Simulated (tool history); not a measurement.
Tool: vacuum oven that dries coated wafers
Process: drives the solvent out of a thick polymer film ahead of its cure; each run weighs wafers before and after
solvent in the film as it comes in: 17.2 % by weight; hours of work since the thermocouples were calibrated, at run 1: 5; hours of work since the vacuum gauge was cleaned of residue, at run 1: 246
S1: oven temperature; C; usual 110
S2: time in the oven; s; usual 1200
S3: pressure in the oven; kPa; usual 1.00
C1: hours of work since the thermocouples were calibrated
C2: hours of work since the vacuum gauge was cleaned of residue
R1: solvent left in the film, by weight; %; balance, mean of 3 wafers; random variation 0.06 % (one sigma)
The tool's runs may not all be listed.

run 1 day=0.000 | S1=110 S2=1200 S3=1.00 | C1=5 C2=246 | R1=3.20
run 2 day=0.800 | S1=110 S2=1200 S3=1.00 | C1=18 C2=259 | R1=3.29
run 3 day=1.733 | S1=110 S2=1200 S3=1.00 | C1=34 C2=275 | R1=3.25
run 4 day=2.246 | S1=110 S2=1200 S3=1.00 | C1=43 C2=284 | R1=3.27
run 5 day=2.908 | S1=110 S2=1200 S3=1.00 | C1=54 C2=295 | R1=3.22
run 6 day=3.304 | S1=110 S2=1200 S3=1.00 | C1=61 C2=302 | R1=3.29
run 7 day=4.188 | S1=110 S2=1200 S3=1.33 | C1=76 C2=317 | R1=3.39
run 8 day=4.846 | S1=110 S2=1200 S3=1.33 | C1=87 C2=328 | R1=3.29
run 9 day=5.300 | S1=110 S2=720 S3=1.33 | C1=95 C2=336 | R1=5.75
run 10 day=5.850 | S1=110 S2=720 S3=1.33 | C1=104 C2=345 | R1=5.82
run 11 day=6.467 | S1=110 S2=720 S3=1.33 | C1=115 C2=356 | R1=5.76
run 12 day=7.321 | S1=110 S2=720 S3=1.33 | C1=130 C2=370 | R1=5.83
run 13 day=7.783 | S1=110 S2=720 S3=1.33 | C1=137 C2=378 | R1=5.91
run 14 day=8.654 | S1=110 S2=1080 S3=1.00 | C1=152 C2=393 | R1=3.62
run 15 day=9.583 | S1=110 S2=1080 S3=1.00 | C1=168 C2=409 | R1=3.79
run 16 day=10.304 | S1=110 S2=1080 S3=1.00 | C1=180 C2=421 | R1=3.67
run 17 day=10.908 | S1=110 S2=1200 S3=1.00 | C1=191 C2=432 | R1=3.17
run 18 day=11.825 | S1=110 S2=1260 S3=1.00 | C1=206 C2=447 | R1=2.94
run 19 day=12.721 | S1=110 S2=1260 S3=3.33 | C1=221 C2=462 | R1=3.85
run 20 day=13.592 | S1=110 S2=1260 S3=3.33 | C1=236 C2=477 | R1=3.91
run 21 day=14.133 | S1=110 S2=1200 S3=1.00 | C1=245 C2=486 | R1=3.11
run 22 day=14.592 | S1=110 S2=1200 S3=2.61 | C1=253 C2=494 | R1=3.80
run 23 day=15.133 | S1=110 S2=1200 S3=2.61 | C1=262 C2=503 | R1=3.72
run 24 day=15.529 | S1=117 S2=1200 S3=1.00 | C1=269 C2=510 | R1=1.97
run 25 day=16.362 | S1=107 S2=960 S3=1.00 | C1=283 C2=524 | R1=4.85
run 26 day=16.912 | S1=107 S2=960 S3=1.00 | C1=293 C2=534 | R1=4.89
run 27 day=17.321 | S1=107 S2=960 S3=1.00 | C1=300 C2=541 | R1=4.71
-- day=17.471 vacuum gauge cleaned of residue and calibrated
run 28 day=18.167 | S1=110 S2=1140 S3=1.00 | C1=313 C2=12 | R1=3.47
run 29 day=18.604 | S1=110 S2=1140 S3=0.72 | C1=321 C2=19 | R1=3.26
run 30 day=19.092 | S1=110 S2=1140 S3=0.72 | C1=329 C2=28 | R1=3.44
run 31 day=19.525 | S1=110 S2=1140 S3=0.72 | C1=336 C2=35 | R1=3.34
run 32 day=20.112 | S1=110 S2=1140 S3=0.52 | C1=346 C2=45 | R1=3.15
run 33 day=20.771 | S1=110 S2=1140 S3=0.52 | C1=357 C2=56 | R1=3.26
run 34 day=21.358 | S1=110 S2=960 S3=0.52 | C1=367 C2=66 | R1=3.90
run 35 day=22.246 | S1=98 S2=1200 S3=0.55 | C1=383 C2=81 | R1=5.38
-- day=22.488 vacuum gauge cleaned of residue and calibrated, once more
run 36 day=22.988 | S1=98 S2=600 S3=1.53 | C1=394 C2=9 | R1=9.13
run 37 day=23.604 | S1=98 S2=600 S3=1.53 | C1=405 C2=19 | R1=9.01
run 38 day=24.267 | S1=112 S2=1980 S3=1.08 | C1=416 C2=30 | R1=1.20
run 39 day=24.929 | S1=105 S2=1140 S3=1.08 | C1=427 C2=42 | R1=4.35
run 40 day=25.883 | S1=105 S2=1140 S3=1.08 | C1=443 C2=58 | R1=4.34
run 41 day=26.362 | S1=120 S2=1980 S3=1.08 | C1=452 C2=66 | R1=0.63
run 42 day=27.121 | S1=100 S2=1200 S3=2.22 | C1=464 C2=79 | R1=5.75
run 43 day=27.658 | S1=100 S2=1200 S3=2.22 | C1=474 C2=88 | R1=5.52
run 44 day=28.471 | S1=118 S2=1200 S3=3.56 | C1=487 C2=102 | R1=2.60
run 45 day=29.304 | S1=101 S2=1260 S3=0.78 | C1=502 C2=116 | R1=4.52
run 46 day=30.138 | S1=112 S2=1260 S3=0.92 | C1=516 C2=130 | R1=2.57
run 47 day=30.921 | S1=112 S2=1260 S3=0.92 | C1=529 C2=144 | R1=2.51

4 ways to go on from here, each from the tool as it stands after run 47. What would each give?
run A day=31.862 | S1=111 S2=1200 S3=1.00 | C1=545 C2=160 | R1=?
run B day=31.862 | S1=103 S2=1800 S3=1.26 | C1=545 C2=160 | R1=?
run C day=31.862 | S1=112 S2=1260 S3=3.26 | C1=545 C2=160 | R1=?
run D day=31.862 | S1=122 S2=1260 S3=0.51 | C1=545 C2=160 | R1=?

run=A R1=2.86
run=B R1=2.83
run=C R1=3.24
run=D R1=1.12
Without the tool's hidden state the same runs would have given:
run=A R1=3.09
run=B R1=3.07
run=C R1=3.48
run=D R1=1.26
